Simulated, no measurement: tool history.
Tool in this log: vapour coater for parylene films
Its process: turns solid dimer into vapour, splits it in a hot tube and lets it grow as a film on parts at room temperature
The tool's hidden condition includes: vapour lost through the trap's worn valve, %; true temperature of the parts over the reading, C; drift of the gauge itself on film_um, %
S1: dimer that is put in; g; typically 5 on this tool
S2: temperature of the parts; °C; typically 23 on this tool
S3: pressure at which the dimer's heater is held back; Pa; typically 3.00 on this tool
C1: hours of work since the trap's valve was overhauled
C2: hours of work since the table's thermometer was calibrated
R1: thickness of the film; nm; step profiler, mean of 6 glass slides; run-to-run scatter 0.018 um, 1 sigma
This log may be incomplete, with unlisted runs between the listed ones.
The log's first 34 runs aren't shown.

run,hour,S1,S2,S3,C1,C2,R1
35,1526.6,5,23,8.38,49,860,2500
36,1587.3,5,23,8.38,98,909,2470
37,1637.2,5,15,3.89,139,950,3220
38,1693.8,3,28,4.55,185,996,1320
39,1751.6,3,28,4.55,232,1043,1310
# hour 1760.3: trap's valve overhauled
40,1793.5,3,28,4.55,27,1074,1360
41,1819.2,2,20,3.00,48,1095,1170
42,1859.8,2,21,3.19,81,1128,1120
43,1918.7,2,21,3.19,129,1176,1090
# hour 1929.3: table's thermometer calibrated
44,1957.0,7,22,3.00,160,23,3920
45,2004.6,4,23,3.00,198,61,2150
# hour 2051.2: trap's valve overhauled
46,2058.5,4,23,3.00,6,102,2200
47,2111.7,4,23,3.00,49,145,2180

Below are 3 alternative next runs, each starting from the tool's condition after run 47. Predict each:
A,2161.2,5,27,3.00,90,186,?
B,2161.2,9,23,2.49,90,186,?
C,2161.2,6,18,3.17,90,186,?

run,R1
A,2460
B,4950
C,3750
Stripped of hidden state, with their random variation kept, the same runs would have yielded:
run,R1
A,2510
B,5060
C,3820
